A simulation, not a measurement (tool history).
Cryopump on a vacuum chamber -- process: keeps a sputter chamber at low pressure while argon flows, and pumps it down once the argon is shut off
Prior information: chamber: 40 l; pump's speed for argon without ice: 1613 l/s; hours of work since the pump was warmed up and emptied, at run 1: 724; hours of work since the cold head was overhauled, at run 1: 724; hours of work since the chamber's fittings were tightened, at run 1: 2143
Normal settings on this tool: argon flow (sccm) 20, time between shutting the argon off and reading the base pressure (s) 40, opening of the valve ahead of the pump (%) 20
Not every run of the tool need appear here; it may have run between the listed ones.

| run | day | argon flow (sccm) | time between shutting the argon off and reading the base pressure (s) | opening of the valve ahead of the pump (%) | hours of work since the pump was warmed up and emptied | hours of work since the cold head was overhauled | hours of work since the chamber's fittings were tightened | pressure while argon flows (Pa) | pressure after the wait (uPa) |
|---|---|---|---|---|---|---|---|---|---|
| 1 | 0.000 | 20 | 40 | 20 | 724 | 724 | 2143 | 0.1128 | 2.71 |
| 2 | 0.571 | 20 | 40 | 20 | 736 | 736 | 2155 | 0.1127 | 2.72 |
| 3 | 1.408 | 20 | 40 | 20 | 754 | 754 | 2173 | 0.1129 | 2.74 |
| 4 | 2.421 | 20 | 40 | 20 | 776 | 776 | 2195 | 0.1136 | 2.75 |
| 5 | 3.438 | 20 | 40 | 20 | 797 | 797 | 2216 | 0.1133 | 2.81 |
|  | 4.488 | pump warmed up, emptied and cooled again |
| 6 | 4.729 | 20 | 40 | 18 | 5 | 820 | 2239 | 0.1176 | 2.46 |
| 7 | 5.758 | 20 | 40 | 20 | 27 | 842 | 2261 | 0.1049 | 2.48 |
| 8 | 6.571 | 20 | 22 | 20 | 44 | 859 | 2278 | 0.1061 | 3.61 |
| 9 | 7.442 | 20 | 40 | 46 | 62 | 877 | 2296 | 0.0461 | 2.49 |
| 10 | 8.517 | 20 | 40 | 39 | 85 | 900 | 2319 | 0.0542 | 2.53 |
| 11 | 9.092 | 20 | 40 | 39 | 97 | 912 | 2331 | 0.0544 | 2.45 |
| 12 | 10.183 | 16 | 40 | 39 | 120 | 935 | 2354 | 0.0431 | 2.46 |
| 13 | 11.104 | 16 | 40 | 39 | 140 | 955 | 2373 | 0.0441 | 2.49 |
| 14 | 12.125 | 21 | 40 | 20 | 161 | 976 | 2395 | 0.1113 | 2.52 |
| 15 | 12.588 | 21 | 40 | 20 | 171 | 986 | 2405 | 0.1120 | 2.61 |
| 16 | 13.579 | 21 | 40 | 20 | 192 | 1007 | 2426 | 0.1120 | 2.57 |
| 17 | 14.642 | 21 | 40 | 20 | 214 | 1029 | 2448 | 0.1130 | 2.63 |
| 18 | 15.662 | 14 | 40 | 20 | 236 | 1051 | 2470 | 0.0759 | 2.60 |
| 19 | 16.167 | 10 | 138 | 20 | 247 | 1061 | 2480 | 0.0529 | 1.55 |
| 20 | 16.808 | 35 | 106 | 58 | 260 | 1075 | 2494 | 0.0681 | 1.71 |
| 21 | 17.775 | 32 | 40 | 28 | 281 | 1095 | 2514 | 0.1239 | 2.69 |
| 22 | 18.829 | 32 | 40 | 28 | 303 | 1118 | 2537 | 0.1250 | 2.64 |
| 23 | 19.454 | 14 | 61 | 28 | 316 | 1131 | 2550 | 0.0549 | 2.19 |
| 24 | 20.342 | 20 | 209 | 20 | 335 | 1150 | 2569 | 0.1078 | 1.48 |
| 25 | 21.038 | 10 | 37 | 20 | 349 | 1164 | 2583 | 0.0536 | 2.81 |
| 26 | 21.983 | 25 | 40 | 50 | 369 | 1184 | 2603 | 0.0567 | 2.69 |
| 27 | 22.812 | 25 | 40 | 50 | 387 | 1202 | 2621 | 0.0581 | 2.71 |
| 28 | 23.825 | 25 | 214 | 28 | 408 | 1223 | 2642 | 0.0988 | 1.55 |
| 29 | 24.583 | 25 | 26 | 58 | 424 | 1239 | 2658 | 0.0497 | 3.68 |
| 30 | 25.538 | 13 | 25 | 37 | 444 | 1259 | 2678 | 0.0394 | 3.63 |
| 31 | 26.025 | 38 | 40 | 30 | 455 | 1270 | 2689 | 0.1415 | 2.81 |
| 32 | 26.771 | 38 | 40 | 30 | 471 | 1285 | 2704 | 0.1425 | 2.80 |
| 33 | 27.621 | 11 | 89 | 15 | 488 | 1303 | 2722 | 0.0779 | 2.05 |
| 34 | 28.200 | 11 | 89 | 16 | 501 | 1315 | 2734 | 0.0745 | 2.09 |
| 35 | 28.729 | 20 | 176 | 40 | 512 | 1327 | 2746 | 0.0575 | 1.69 |

Forecast each of these 3 alternatives for the next run:
| A | 29.712 | 9 | 40 | 38 | 533 | 1347 | 2766 | ? | ? |
| B | 29.712 | 20 | 61 | 20 | 533 | 1347 | 2766 | ? | ? |
| C | 29.712 | 20 | 74 | 28 | 533 | 1347 | 2766 | ? | ? |

| run | pressure while argon flows (Pa) | pressure after the wait (uPa) |
|---|---|---|
| A | 0.0273 | 2.91 |
| B | 0.1100 | 2.38 |
| C | 0.0814 | 2.20 |
Take away the tool's hidden state, keep each run's random variation, and the runs would have read:
| run | pressure while argon flows (Pa) | pressure after the wait (uPa) |
|---|---|---|
| A | 0.0248 | 1.64 |
| B | 0.1045 | 1.13 |
| C | 0.0758 | 0.95 |

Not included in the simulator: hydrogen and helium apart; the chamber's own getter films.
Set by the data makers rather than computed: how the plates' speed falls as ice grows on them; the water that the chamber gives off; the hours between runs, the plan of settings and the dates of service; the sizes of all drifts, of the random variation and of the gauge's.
